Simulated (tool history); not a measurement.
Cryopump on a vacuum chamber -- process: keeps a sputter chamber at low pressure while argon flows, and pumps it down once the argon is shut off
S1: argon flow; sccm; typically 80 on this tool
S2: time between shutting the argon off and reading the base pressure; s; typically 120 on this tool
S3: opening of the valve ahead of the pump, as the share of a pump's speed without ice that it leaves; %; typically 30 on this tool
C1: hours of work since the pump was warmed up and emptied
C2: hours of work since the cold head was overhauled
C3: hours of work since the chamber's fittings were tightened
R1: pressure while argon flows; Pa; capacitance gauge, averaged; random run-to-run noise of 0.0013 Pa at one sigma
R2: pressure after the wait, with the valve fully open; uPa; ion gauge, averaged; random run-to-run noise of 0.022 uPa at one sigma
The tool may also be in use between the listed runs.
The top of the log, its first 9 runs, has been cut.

{"run": 10, "day": 4.025, "S1": 80, "S2": 71, "S3": 30, "C1": 614, "C2": 614, "C3": 1562, "R1": 0.3295, "R2": 2.83}
{"run": 11, "day": 4.4, "S1": 80, "S2": 71, "S3": 30, "C1": 622, "C2": 622, "C3": 1570, "R1": 0.3314, "R2": 2.78}
{"run": 12, "day": 5.042, "S1": 80, "S2": 71, "S3": 30, "C1": 636, "C2": 636, "C3": 1584, "R1": 0.3293, "R2": 2.81}
{"run": 13, "day": 5.708, "S1": 80, "S2": 30, "S3": 30, "C1": 650, "C2": 650, "C3": 1598, "R1": 0.3297, "R2": 3.71}
{"day": 6.017, "done": "pump warmed up, emptied and cooled again"}
{"run": 14, "day": 6.308, "S1": 80, "S2": 120, "S3": 30, "C1": 6, "C2": 659, "C3": 1607, "R1": 0.3081, "R2": 2.22}
{"run": 15, "day": 6.592, "S1": 35, "S2": 120, "S3": 30, "C1": 12, "C2": 665, "C3": 1613, "R1": 0.1344, "R2": 2.25}
{"run": 16, "day": 6.871, "S1": 35, "S2": 120, "S3": 30, "C1": 18, "C2": 671, "C3": 1619, "R1": 0.1359, "R2": 2.23}
{"day": 7.262, "done": "leaking fittings of the chamber tightened, without venting"}
{"run": 17, "day": 7.512, "S1": 35, "S2": 120, "S3": 30, "C1": 30, "C2": 683, "C3": 5, "R1": 0.1352, "R2": 0.62}
{"run": 18, "day": 8.142, "S1": 137, "S2": 120, "S3": 30, "C1": 44, "C2": 696, "C3": 19, "R1": 0.5292, "R2": 0.67}
{"run": 19, "day": 8.721, "S1": 80, "S2": 22, "S3": 50, "C1": 56, "C2": 708, "C3": 31, "R1": 0.1874, "R2": 2.5}
{"run": 20, "day": 9.146, "S1": 80, "S2": 22, "S3": 50, "C1": 65, "C2": 718, "C3": 40, "R1": 0.188, "R2": 2.43}
{"run": 21, "day": 9.512, "S1": 80, "S2": 22, "S3": 50, "C1": 73, "C2": 725, "C3": 48, "R1": 0.1871, "R2": 2.47}
{"run": 22, "day": 10.054, "S1": 80, "S2": 25, "S3": 25, "C1": 85, "C2": 737, "C3": 60, "R1": 0.3718, "R2": 2.25}
{"run": 23, "day": 10.667, "S1": 80, "S2": 25, "S3": 25, "C1": 98, "C2": 750, "C3": 73, "R1": 0.3711, "R2": 2.31}
{"run": 24, "day": 11.1, "S1": 73, "S2": 58, "S3": 15, "C1": 107, "C2": 759, "C3": 82, "R1": 0.5621, "R2": 1.22}
{"run": 25, "day": 11.625, "S1": 80, "S2": 181, "S3": 30, "C1": 118, "C2": 771, "C3": 93, "R1": 0.3121, "R2": 0.59}
{"run": 26, "day": 11.925, "S1": 94, "S2": 181, "S3": 29, "C1": 125, "C2": 777, "C3": 100, "R1": 0.3785, "R2": 0.55}
{"run": 27, "day": 12.429, "S1": 94, "S2": 63, "S3": 33, "C1": 135, "C2": 788, "C3": 111, "R1": 0.3362, "R2": 1.17}
{"run": 28, "day": 13.062, "S1": 56, "S2": 63, "S3": 55, "C1": 149, "C2": 801, "C3": 124, "R1": 0.1213, "R2": 1.16}
{"run": 29, "day": 13.583, "S1": 56, "S2": 63, "S3": 55, "C1": 160, "C2": 812, "C3": 135, "R1": 0.122, "R2": 1.19}
{"run": 30, "day": 13.892, "S1": 56, "S2": 63, "S3": 55, "C1": 167, "C2": 819, "C3": 142, "R1": 0.122, "R2": 1.21}
{"run": 31, "day": 14.188, "S1": 45, "S2": 120, "S3": 30, "C1": 173, "C2": 825, "C3": 148, "R1": 0.1768, "R2": 0.8}
{"run": 32, "day": 14.588, "S1": 94, "S2": 37, "S3": 30, "C1": 182, "C2": 834, "C3": 157, "R1": 0.3684, "R2": 1.81}
{"run": 33, "day": 15.125, "S1": 94, "S2": 37, "S3": 30, "C1": 193, "C2": 845, "C3": 168, "R1": 0.3681, "R2": 1.74}
{"run": 34, "day": 15.738, "S1": 94, "S2": 37, "S3": 30, "C1": 206, "C2": 859, "C3": 181, "R1": 0.3713, "R2": 1.77}

Consider 4 possible next runs. They are alternatives, not a sequence: every one starts from the tool as it was left by run 34. What does each give?
{"run": "A", "day": 16.417, "S1": 82, "S2": 120, "S3": 16, "C1": 221, "C2": 873, "C3": 196, "R1": "?", "R2": "?"}
{"run": "B", "day": 16.417, "S1": 80, "S2": 124, "S3": 30, "C1": 221, "C2": 873, "C3": 196, "R1": "?", "R2": "?"}
{"run": "C", "day": 16.417, "S1": 36, "S2": 37, "S3": 35, "C1": 221, "C2": 873, "C3": 196, "R1": "?", "R2": "?"}
{"run": "D", "day": 16.417, "S1": 94, "S2": 33, "S3": 30, "C1": 221, "C2": 873, "C3": 196, "R1": "?", "R2": "?"}

run=A R1=0.5971 R2=0.86
run=B R1=0.3124 R2=0.86
run=C R1=0.122 R2=1.79
run=D R1=0.3699 R2=1.91
What these runs would have given with no unlogged condition in the tool:
run=A R1=0.5896 R2=0.62
run=B R1=0.3051 R2=0.62
run=C R1=0.1186 R2=1.55
run=D R1=0.3613 R2=1.67
